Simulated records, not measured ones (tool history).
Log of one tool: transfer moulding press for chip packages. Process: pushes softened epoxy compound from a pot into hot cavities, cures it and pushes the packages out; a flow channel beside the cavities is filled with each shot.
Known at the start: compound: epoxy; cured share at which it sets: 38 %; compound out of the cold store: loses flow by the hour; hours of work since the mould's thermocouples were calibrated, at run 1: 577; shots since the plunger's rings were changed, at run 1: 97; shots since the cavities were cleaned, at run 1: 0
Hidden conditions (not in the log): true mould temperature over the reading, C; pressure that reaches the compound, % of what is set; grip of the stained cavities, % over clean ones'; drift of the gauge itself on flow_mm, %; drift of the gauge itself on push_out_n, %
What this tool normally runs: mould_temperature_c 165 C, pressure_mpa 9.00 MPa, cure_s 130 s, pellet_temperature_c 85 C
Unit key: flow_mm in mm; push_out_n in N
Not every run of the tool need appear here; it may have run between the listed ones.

run,hour,mould_temperature_c,pressure_mpa,cure_s,pellet_temperature_c,hours of work since the mould's thermocouples were calibrated,shots since the plunger's rings were changed,shots since the cavities were cleaned,incoming compound's hours out of the cold store,flow_mm,push_out_n
1,0.0,165,9.00,130,85,577,97,0,29.9,760,454
# hour 61.1: cavities cleaned with cleaning compound and waxed
# hour 86.4: mould's thermocouples calibrated
2,92.0,165,9.00,130,85,4,1061,316,8.8,800,660
# hour 125.4: cavities cleaned with cleaning compound and waxed
3,138.0,165,9.00,130,85,37,1545,137,44.6,720,545
# hour 193.4: cavities cleaned with cleaning compound and waxed
4,222.7,165,9.00,130,94,97,2450,319,22.4,760,644
# hour 255.4: cavities cleaned with cleaning compound and waxed
# hour 276.1: plunger's sealing rings changed
5,310.4,165,9.00,130,93,159,374,572,33.2,755,777
# hour 320.1: cavities cleaned with cleaning compound and waxed
6,371.0,165,9.00,130,93,202,1016,553,24.0,765,804
# hour 387.7: cavities cleaned with cleaning compound and waxed
# hour 454.0: cavities cleaned with cleaning compound and waxed
7,454.9,165,9.00,130,93,261,1897,10,39.0,734,478
# hour 514.8: cavities cleaned with cleaning compound and waxed
8,523.1,165,9.00,130,79,310,2623,91,10.7,781,559
# hour 559.8: plunger's sealing rings changed
# hour 577.7: cavities cleaned with cleaning compound and waxed
9,598.5,165,9.00,137,85,362,405,226,30.7,753,573
# hour 640.8: cavities cleaned with cleaning compound and waxed
10,653.5,165,9.00,137,85,401,987,138,30.5,756,548
# hour 705.6: cavities cleaned with cleaning compound and waxed
11,713.0,165,9.00,137,85,443,1618,80,8.9,796,529
# hour 771.9: cavities cleaned with cleaning compound and waxed
12,791.2,161,10.48,130,85,500,2453,211,8.5,866,739
# hour 837.8: plunger's sealing rings changed
# hour 839.3: cavities cleaned with cleaning compound and waxed
13,860.1,166,9.00,120,87,547,227,227,15.3,791,603
# hour 900.9: cavities cleaned with cleaning compound and waxed
14,907.2,166,9.00,111,87,580,722,68,46.6,721,566
# hour 966.9: cavities cleaned with cleaning compound and waxed
# hour 987.0: mould's thermocouples calibrated
15,994.4,166,9.00,111,87,5,1633,278,23.3,757,695
# hour 1035.7: cavities cleaned with cleaning compound and waxed
16,1061.2,166,9.11,111,87,53,2343,277,15.9,775,728

Forecast each of these 5 alternatives for the next run:
# hour 1101.7: cavities cleaned with cleaning compound and waxed
# hour 1119.7: plunger's sealing rings changed
A,1153.7,165,8.76,150,93,118,370,539,17.4,?,?
# hour 1101.7: cavities cleaned with cleaning compound and waxed
# hour 1119.7: plunger's sealing rings changed
B,1153.7,165,10.92,130,85,118,370,539,36.1,?,?
# hour 1101.7: cavities cleaned with cleaning compound and waxed
# hour 1119.7: plunger's sealing rings changed
C,1153.7,170,9.11,134,87,118,370,539,29.4,?,?
# hour 1101.7: cavities cleaned with cleaning compound and waxed
# hour 1119.7: plunger's sealing rings changed
D,1153.7,165,9.00,130,81,118,370,539,38.8,?,?
# hour 1101.7: cavities cleaned with cleaning compound and waxed
# hour 1119.7: plunger's sealing rings changed
E,1153.7,166,9.79,111,87,118,370,539,17.9,?,?

run,flow_mm,push_out_n
A,777,713
B,823,751
C,755,704
D,742,768
E,818,843
The same runs, with their run-to-run variation unchanged, on a tool lacking any hidden condition would have given:
run,flow_mm,push_out_n
A,781,440
B,828,462
C,759,430
D,747,477
E,823,525
